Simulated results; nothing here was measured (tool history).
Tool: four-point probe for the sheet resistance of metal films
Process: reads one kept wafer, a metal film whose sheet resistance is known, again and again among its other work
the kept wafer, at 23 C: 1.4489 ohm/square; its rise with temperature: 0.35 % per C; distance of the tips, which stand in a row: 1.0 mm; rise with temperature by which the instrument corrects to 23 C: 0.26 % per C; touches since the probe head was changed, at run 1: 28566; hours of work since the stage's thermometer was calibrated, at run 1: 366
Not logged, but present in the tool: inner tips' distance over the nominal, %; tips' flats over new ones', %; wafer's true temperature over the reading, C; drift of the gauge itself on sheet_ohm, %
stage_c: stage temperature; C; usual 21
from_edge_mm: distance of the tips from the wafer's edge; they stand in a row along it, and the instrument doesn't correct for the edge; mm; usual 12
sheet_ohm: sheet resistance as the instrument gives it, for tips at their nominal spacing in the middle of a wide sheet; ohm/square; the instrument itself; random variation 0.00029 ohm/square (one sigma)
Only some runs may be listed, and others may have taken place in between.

run,hour,stage_c,from_edge_mm,touches since the probe head was changed,hours of work since the stage's thermometer was calibrated,sheet_ohm
1,0,21,12,28566,366,1.439903
2,10.3,21,12,28996,373,1.440301
3,24.4,21,12,29590,383,1.439993
4,42.7,21,17,30358,396,1.436525
5,64.7,21,19,31279,411,1.436338
6,77.2,21,12,31806,420,1.439569
7,98.8,21,12,32709,435,1.438808
8,118.4,21,37,33532,448,1.434103
9,128.8,31,12,33969,456,1.451875
10,140,21,12,34441,463,1.438895
11,160.3,29,12,35292,478,1.448563
12,175.4,29,12,35924,488,1.44902
13,196.7,21,56,36818,503,1.432823
14,217.3,21,56,37682,517,1.43259
15,234.6,21,12,38410,529,1.437309
16,249.6,21,12,39037,539,1.437735
17,259.8,21,27,39465,547,1.433658
18,271.6,21,12,39963,555,1.437825
19,292,21,12,40816,569,1.437075
20,313.9,21,12,41735,584,1.437326
21,332.1,21,12,42498,597,1.43773
22,353.8,19,12,43411,612,1.434483
23,371.7,19,12,44160,624,1.433841
24,394,18,6,45097,640,1.448689
25,408.7,33,15,45712,650,1.450546
26,423.3,24,51,46325,660,1.435542
27,433.8,24,51,46769,667,1.435122
28,455.8,21,4,47691,683,1.477028
29,472.7,21,36,48398,694,1.430804
30,487.6,34,15,49023,705,1.450574
31,498.3,22,5,49474,712,1.461974
32,510.6,29,49,49990,721,1.441228
33,524.6,23,11,50577,730,1.439074
34,537.8,22,4,51132,739,1.47847
35,548.6,22,4,51584,747,1.478057
36,561.8,25,12,52136,756,1.440598
37,579.7,27,16,52889,769,1.440537
38,593.3,26,5,53459,778,1.466527
39,613.7,31,39,54313,792,1.443074
40,623.4,27,3,54723,799,1.517662
41,641.2,18,54,55469,811,1.425167
42,655.1,19,10,56051,821,1.434014
43,666.3,26,13,56522,829,1.44031
44,683.7,26,36,57252,841,1.435823
45,699,26,36,57893,851,1.436107
46,712.4,26,36,58454,861,1.435328

Same runs, no hidden state in the tool, same run-to-run variation:
run,sheet_ohm
1,1.451547
2,1.452034
3,1.45185
4,1.448509
5,1.448513
6,1.451878
7,1.451298
8,1.446722
9,1.464704
10,1.45174
11,1.461631
12,1.462229
13,1.4461
14,1.446035
15,1.45095
16,1.451502
17,1.447478
18,1.451782
19,1.451197
20,1.451646
21,1.452223
22,1.44914
23,1.448643
24,1.463831
25,1.465776
26,1.45079
27,1.450455
28,1.492986
29,1.446441
30,1.466476
31,1.478138
32,1.45726
33,1.455223
34,1.495142
35,1.494819
36,1.457065
37,1.45714
38,1.483527
39,1.459971
40,1.535479
41,1.442189
42,1.451255
43,1.457687
44,1.453307
45,1.453724
46,1.453052
